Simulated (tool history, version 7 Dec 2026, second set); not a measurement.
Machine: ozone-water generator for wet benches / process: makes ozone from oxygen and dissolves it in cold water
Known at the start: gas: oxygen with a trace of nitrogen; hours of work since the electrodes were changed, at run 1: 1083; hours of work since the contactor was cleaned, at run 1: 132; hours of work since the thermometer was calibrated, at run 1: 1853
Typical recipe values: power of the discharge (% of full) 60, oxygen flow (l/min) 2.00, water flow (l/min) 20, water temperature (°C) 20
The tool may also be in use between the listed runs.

| run | hour | power of the discharge (% of full) | oxygen flow (l/min) | water flow (l/min) | water temperature (°C) | hours of work since the electrodes were changed | hours of work since the contactor was cleaned | hours of work since the thermometer was calibrated | dissolved ozone (ppm) | ozone in the gas ahead of the water (g/m3) |
|---|---|---|---|---|---|---|---|---|---|---|
| 1 | 0.0 | 60 | 2.00 | 20 | 20 | 1083 | 132 | 1853 | 14.0 | 223.3 |
| 2 | 21.0 | 60 | 2.00 | 20 | 20 | 1099 | 148 | 1869 | 13.9 | 223.6 |
| 3 | 42.5 | 60 | 2.00 | 20 | 20 | 1116 | 165 | 1886 | 14.1 | 223.7 |
| 4 | 68.9 | 60 | 2.00 | 20 | 20 | 1136 | 185 | 1906 | 14.0 | 225.0 |
| 5 | 84.3 | 60 | 2.00 | 20 | 20 | 1148 | 197 | 1918 | 13.9 | 224.3 |
| 6 | 101.2 | 60 | 2.00 | 20 | 20 | 1161 | 210 | 1931 | 14.2 | 223.2 |
| 7 | 120.0 | 60 | 2.00 | 20 | 20 | 1176 | 224 | 1946 | 14.0 | 221.5 |
| 8 | 141.1 | 60 | 2.00 | 20 | 20 | 1192 | 241 | 1962 | 13.8 | 223.0 |
| 9 | 169.7 | 60 | 2.00 | 22 | 20 | 1214 | 263 | 1984 | 12.8 | 223.3 |
| 10 | 185.7 | 60 | 2.00 | 22 | 20 | 1226 | 275 | 1996 | 12.3 | 221.8 |
| 11 | 201.7 | 60 | 2.00 | 22 | 20 | 1238 | 287 | 2008 | 12.8 | 223.0 |
| 12 | 239.3 | 60 | 2.00 | 20 | 22 | 1267 | 316 | 2037 | 13.9 | 222.1 |
| 13 | 263.2 | 60 | 2.00 | 20 | 22 | 1286 | 335 | 2056 | 13.8 | 222.6 |
| 14 | 296.8 | 60 | 2.00 | 20 | 22 | 1312 | 360 | 2082 | 13.8 | 222.1 |
| 15 | 317.8 | 55 | 1.55 | 20 | 22 | 1328 | 377 | 2098 | 11.4 | 225.7 |
| 16 | 354.0 | 60 | 2.91 | 13 | 14 | 1356 | 404 | 2126 | 24.9 | 197.5 |
| 17 | 391.4 | 62 | 2.00 | 13 | 14 | 1384 | 433 | 2154 | 22.3 | 228.1 |
| 18 | 408.0 | 44 | 1.35 | 26 | 18 | 1397 | 446 | 2167 | 6.7 | 193.1 |
| 19 | 439.1 | 44 | 1.67 | 26 | 20 | 1421 | 470 | 2191 | 7.4 | 182.1 |
| 20 | 474.9 | 44 | 1.67 | 26 | 20 | 1449 | 497 | 2219 | 7.4 | 180.9 |
| 21 | 497.5 | 60 | 2.00 | 24 | 20 | 1466 | 515 | 2236 | 11.3 | 220.4 |
| 22 | 514.7 | 60 | 2.00 | 24 | 20 | 1479 | 528 | 2249 | 11.0 | 222.5 |
| 23 | 536.2 | 60 | 2.00 | 24 | 20 | 1496 | 545 | 2266 | 11.2 | 219.6 |
| 24 | 568.6 | 60 | 2.00 | 24 | 20 | 1521 | 570 | 2291 | 11.3 | 218.7 |
| 25 | 593.2 | 79 | 2.00 | 20 | 20 | 1540 | 588 | 2310 | 17.2 | 275.7 |

For run 26, what comes out?
| 26 | 630.1 | 79 | 2.00 | 20 | 20 | 1568 | 617 | 2338 | ? | ? |

dissolved ozone (ppm): 17.1
ozone in the gas ahead of the water (g/m3): 274.0
Minus the tool's unlogged condition, the same run would have read dissolved ozone (ppm) 18.7, ozone in the gas ahead of the water (g/m3) 296.0.

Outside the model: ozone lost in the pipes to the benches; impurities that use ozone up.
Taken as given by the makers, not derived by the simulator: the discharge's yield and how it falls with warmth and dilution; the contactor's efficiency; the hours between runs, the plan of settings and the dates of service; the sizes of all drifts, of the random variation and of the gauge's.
